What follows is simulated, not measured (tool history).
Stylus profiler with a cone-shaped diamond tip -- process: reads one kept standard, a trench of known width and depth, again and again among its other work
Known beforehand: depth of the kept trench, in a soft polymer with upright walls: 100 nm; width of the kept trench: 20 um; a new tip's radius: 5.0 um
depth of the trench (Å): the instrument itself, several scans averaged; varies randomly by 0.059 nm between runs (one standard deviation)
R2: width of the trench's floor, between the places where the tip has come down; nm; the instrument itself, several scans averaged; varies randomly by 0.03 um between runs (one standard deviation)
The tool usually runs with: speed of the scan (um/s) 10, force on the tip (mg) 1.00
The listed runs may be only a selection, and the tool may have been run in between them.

{"run": 1, "hour": 0.0, "speed of the scan (um/s)": 10, "force on the tip (mg)": 1.0, "depth of the trench (Å)": 1004.4, "R2": 17540}
{"run": 2, "hour": 42.7, "speed of the scan (um/s)": 10, "force on the tip (mg)": 1.0, "depth of the trench (Å)": 1002.7, "R2": 17570}
{"run": 3, "hour": 87.2, "speed of the scan (um/s)": 10, "force on the tip (mg)": 1.0, "depth of the trench (Å)": 1003.9, "R2": 17470}
{"run": 4, "hour": 115.2, "speed of the scan (um/s)": 10, "force on the tip (mg)": 1.0, "depth of the trench (Å)": 1004.1, "R2": 17470}
{"run": 5, "hour": 159.8, "speed of the scan (um/s)": 29, "force on the tip (mg)": 1.0, "depth of the trench (Å)": 1002.6, "R2": 17330}
{"run": 6, "hour": 204.7, "speed of the scan (um/s)": 29, "force on the tip (mg)": 1.0, "depth of the trench (Å)": 1003.2, "R2": 17290}
{"run": 7, "hour": 266.5, "speed of the scan (um/s)": 29, "force on the tip (mg)": 1.0, "depth of the trench (Å)": 1002.9, "R2": 17250}
{"run": 8, "hour": 319.4, "speed of the scan (um/s)": 29, "force on the tip (mg)": 1.0, "depth of the trench (Å)": 1002.8, "R2": 17200}
{"run": 9, "hour": 344.4, "speed of the scan (um/s)": 10, "force on the tip (mg)": 1.74, "depth of the trench (Å)": 1006.5, "R2": 17290}
{"run": 10, "hour": 382.4, "speed of the scan (um/s)": 10, "force on the tip (mg)": 1.74, "depth of the trench (Å)": 1006.0, "R2": 17400}
{"hour": 419.3, "done": "new tip fitted, height scale calibrated"}
{"run": 11, "hour": 440.1, "speed of the scan (um/s)": 10, "force on the tip (mg)": 1.12, "depth of the trench (Å)": 1005.4, "R2": 17930}
{"run": 12, "hour": 499.9, "speed of the scan (um/s)": 8, "force on the tip (mg)": 0.83, "depth of the trench (Å)": 1003.8, "R2": 17940}

Run 13, settings as shown, results not yet in. Your forecast:
{"run": 13, "hour": 553.5, "speed of the scan (um/s)": 8, "force on the tip (mg)": 0.39, "depth of the trench (Å)": "?", "R2": "?"}

Logged for run 13: depth of the trench (Å) 1002.7, R2 17860 nm.
The same run, on a tool lacking any hidden state, would have yielded depth of the trench (Å) 1002.9, R2 17940 nm.

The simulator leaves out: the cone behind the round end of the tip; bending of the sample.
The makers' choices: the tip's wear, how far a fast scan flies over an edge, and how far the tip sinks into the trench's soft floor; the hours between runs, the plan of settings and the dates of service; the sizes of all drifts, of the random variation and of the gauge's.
